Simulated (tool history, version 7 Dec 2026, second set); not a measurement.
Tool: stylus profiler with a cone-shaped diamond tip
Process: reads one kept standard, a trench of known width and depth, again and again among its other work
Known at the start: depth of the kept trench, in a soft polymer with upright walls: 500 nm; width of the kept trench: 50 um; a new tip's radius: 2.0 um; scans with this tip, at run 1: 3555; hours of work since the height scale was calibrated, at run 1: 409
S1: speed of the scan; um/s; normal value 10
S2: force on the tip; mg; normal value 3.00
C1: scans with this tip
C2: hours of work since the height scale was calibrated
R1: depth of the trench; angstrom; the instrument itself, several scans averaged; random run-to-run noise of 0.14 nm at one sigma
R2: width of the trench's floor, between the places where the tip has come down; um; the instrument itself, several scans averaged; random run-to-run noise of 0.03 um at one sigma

| run | hour | S1 | S2 | C1 | C2 | R1 | R2 |
|---|---|---|---|---|---|---|---|
| 1 | 0.0 | 10 | 3.00 | 3555 | 409 | 5082.7 | 46.75 |
| 2 | 22.7 | 10 | 3.00 | 3657 | 421 | 5082.0 | 46.65 |
| 3 | 35.0 | 10 | 3.00 | 3711 | 427 | 5084.5 | 46.71 |
| 4 | 58.6 | 10 | 5.24 | 3817 | 440 | 5117.3 | 46.72 |
| 5 | 73.9 | 10 | 5.24 | 3886 | 447 | 5118.4 | 46.65 |
| 6 | 91.2 | 10 | 5.24 | 3963 | 456 | 5118.5 | 46.63 |
| 7 | 105.2 | 10 | 5.24 | 4026 | 464 | 5119.3 | 46.66 |
| 8 | 125.6 | 10 | 5.24 | 4117 | 474 | 5122.1 | 46.61 |
| 9 | 148.5 | 5 | 1.10 | 4219 | 486 | 5043.2 | 46.67 |
| 10 | 164.4 | 27 | 4.83 | 4291 | 494 | 5116.7 | 46.55 |
| 11 | 188.6 | 27 | 4.83 | 4399 | 507 | 5112.2 | 46.54 |
| 12 | 199.0 | 27 | 4.83 | 4446 | 512 | 5118.3 | 46.57 |
| 13 | 210.0 | 11 | 4.83 | 4495 | 518 | 5115.5 | 46.57 |
| 14 | 225.3 | 11 | 7.90 | 4563 | 525 | 5157.9 | 46.62 |
| 15 | 240.7 | 11 | 7.90 | 4632 | 533 | 5155.9 | 46.57 |

Each row is a separate what-if for the run after 15, all from the same tool condition, not one after another. Results?
| A | 266.2 | 4 | 5.94 | 4746 | 547 | ? | ? |
| B | 266.2 | 2 | 3.90 | 4746 | 547 | ? | ? |
| C | 266.2 | 11 | 6.59 | 4746 | 547 | ? | ? |
| D | 266.2 | 31 | 1.39 | 4746 | 547 | ? | ? |

| run | R1 | R2 |
|---|---|---|
| A | 5130.7 | 46.58 |
| B | 5099.8 | 46.59 |
| C | 5139.9 | 46.54 |
| D | 5054.1 | 46.36 |
Without the tool's hidden state the same runs would have given:
| run | R1 | R2 |
|---|---|---|
| A | 5125.0 | 47.35 |
| B | 5094.2 | 47.35 |
| C | 5134.2 | 47.30 |
| D | 5048.6 | 47.12 |
